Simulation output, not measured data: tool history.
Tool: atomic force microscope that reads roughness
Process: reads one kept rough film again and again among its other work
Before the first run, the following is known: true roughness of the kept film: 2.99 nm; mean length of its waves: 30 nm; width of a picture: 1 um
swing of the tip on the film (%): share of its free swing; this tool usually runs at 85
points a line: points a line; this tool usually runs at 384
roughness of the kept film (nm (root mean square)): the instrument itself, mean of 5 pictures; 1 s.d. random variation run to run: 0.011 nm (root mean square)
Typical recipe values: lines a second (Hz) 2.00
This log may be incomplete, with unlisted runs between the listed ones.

run,hour,lines a second (Hz),swing of the tip on the film (%),points a line,roughness of the kept film (nm (root mean square))
1,0.0,2.00,85,384,2.511
2,8.7,2.00,85,384,2.522
3,19.1,2.00,85,384,2.510
4,27.8,2.00,85,384,2.518
5,43.7,2.00,85,384,2.514
6,53.9,2.00,85,384,2.501
7,61.8,2.00,85,384,2.505
8,76.3,2.00,85,384,2.507
9,83.5,2.00,85,559,2.521
10,93.9,2.00,85,273,2.498
# hour 95.9: new tip fitted
11,104.0,2.00,85,273,2.498
12,116.5,2.00,85,273,2.495
13,127.5,2.00,85,273,2.517
14,142.8,2.00,85,273,2.502
15,151.3,0.51,85,384,2.714
16,160.6,2.00,85,384,2.511
17,173.8,2.00,85,384,2.510
18,189.4,2.00,85,384,2.528
19,196.6,2.00,64,384,2.671
20,207.7,2.00,64,384,2.674
# hour 210.0: new tip fitted
21,219.7,2.00,64,384,2.714
22,227.1,3.23,64,384,2.650
23,241.7,2.00,90,384,2.450
24,255.2,2.00,85,865,2.522
25,270.6,2.00,70,865,2.664
26,287.5,2.00,85,328,2.506
27,295.6,2.00,85,328,2.507
28,313.0,2.00,85,328,2.485
# hour 324.9: new tip fitted
29,327.0,2.00,85,328,2.515
30,335.3,2.00,85,328,2.489
31,350.9,1.92,57,384,2.730
32,363.6,2.00,85,452,2.540
33,379.3,0.81,85,384,2.660

Estimate the outcome of run 34 from the log above:
34,390.1,1.96,86,847,?

{"run 34": {"roughness of the kept film (nm (root mean square))": 2.539}}
With the hidden condition absent and the run-to-run variation left alone, this run would have shown roughness of the kept film (nm (root mean square)) 2.546.

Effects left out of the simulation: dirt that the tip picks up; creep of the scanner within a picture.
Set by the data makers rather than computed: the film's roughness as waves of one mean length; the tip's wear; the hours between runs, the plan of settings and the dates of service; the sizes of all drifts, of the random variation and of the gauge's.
